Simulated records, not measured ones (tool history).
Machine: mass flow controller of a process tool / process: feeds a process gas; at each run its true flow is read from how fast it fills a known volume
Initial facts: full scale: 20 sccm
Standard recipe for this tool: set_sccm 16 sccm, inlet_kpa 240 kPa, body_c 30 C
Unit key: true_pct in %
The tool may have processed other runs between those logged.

run	hour	set_sccm	inlet_kpa	body_c	true_pct
1	0	16	240	30	100.14
2	109.5	16	240	30	100.07
3	242.5	16	240	30	99.98
4	308	20	240	30	100.49
5	394.7	20	240	30	100.62
6	469.1	20	240	30	100.59
7	587.4	20	240	30	100.5
8	691.2	20	240	30	100.46
9	761.1	16	213	30	99.74
10	865.4	16	213	30	99.94
11	983.2	16	213	30	99.83
12	1085.8	16	240	30	99.71
13	1158.9	16	240	30	99.76
14	1288.2	10	240	30	98.9
15	1358.8	10	240	30	98.96
16	1471.7	10	240	30	98.84
17	1579.4	10	240	39	99.86
18	1656.9	8	197	34	98.74
19	1785.2	8	197	34	98.79
20	1852.3	11	203	28	98.46
21	1939	15	166	38	100.07
22	2078.2	16	264	34	99.88
23	2154.5	16	264	34	99.89
24	2214.7	16	264	34	99.89
25	2347	8	150	28	97.79
26	2476.4	8	150	28	97.8
27	2581.1	5	218	29	97.64
28	2659.9	16	247	30	99.15
29	2748.3	13	151	30	98.5
30	2852.6	3	240	27	97.11
# hour 2860.6: gauge calibrated
31	2978.6	3	240	38	99.34

Here are 4 independent what-if runs from the current tool condition. What would each one return?
A	3106.4	2	183	32	?
B	3106.4	3	240	26	?
C	3106.4	16	267	37	?
D	3106.4	8	171	26	?

run	true_pct
A	98.3
B	97.8
C	100.96
D	98.51
With no hidden state in the tool, these same runs would have given:
run	true_pct
A	98.4
B	97.9
C	101.05
D	98.6

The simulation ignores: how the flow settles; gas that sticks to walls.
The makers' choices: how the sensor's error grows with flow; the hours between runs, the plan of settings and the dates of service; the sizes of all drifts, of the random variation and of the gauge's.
